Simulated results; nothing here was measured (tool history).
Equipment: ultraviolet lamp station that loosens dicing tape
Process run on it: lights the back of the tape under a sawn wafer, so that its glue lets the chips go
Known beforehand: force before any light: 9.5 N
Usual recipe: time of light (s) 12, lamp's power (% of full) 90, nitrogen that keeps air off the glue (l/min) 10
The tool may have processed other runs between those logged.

run	hour	time of light (s)	lamp's power (% of full)	nitrogen that keeps air off the glue (l/min)	force that peels the tape off (N)	light that reached the tape (J/m2)
1	0.0	12	90	10	1.330	1960
2	14.6	12	90	8	1.575	1920
3	27.1	12	90	10	1.406	1950
4	43.2	12	90	10	1.421	1930
5	60.8	12	90	10	1.418	1870
6	84.2	11	90	10	1.760	1710
7	97.2	12	68	10	2.331	1430
8	114.4	8	68	16	3.166	910
# hour 116.0: window cleaned of glue's vapour
9	133.3	6	97	10	3.484	980
10	156.1	6	97	10	3.615	970
11	169.7	13	98	10	1.205	2160

4 options for the next run, each taken on its own from the tool as it stands now. Forecast them:
# hour 181.1: window cleaned of glue's vapour, once more
A	190.9	9	64	10	?	?
# hour 181.1: window cleaned of glue's vapour, once more
B	190.9	13	70	15	?	?
# hour 181.1: window cleaned of glue's vapour, once more
C	190.9	12	73	9	?	?
# hour 181.1: window cleaned of glue's vapour, once more
D	190.9	8	98	7	?	?

run	force that peels the tape off (N)	light that reached the tape (J/m2)
A	3.391	1010
B	1.499	1590
C	2.198	1550
D	2.834	1330
With the hidden condition removed and each run's random variation left untouched, the same runs would have given:
run	force that peels the tape off (N)	light that reached the tape (J/m2)
A	2.532	1300
B	0.914	2060
C	1.446	2000
D	2.000	1740

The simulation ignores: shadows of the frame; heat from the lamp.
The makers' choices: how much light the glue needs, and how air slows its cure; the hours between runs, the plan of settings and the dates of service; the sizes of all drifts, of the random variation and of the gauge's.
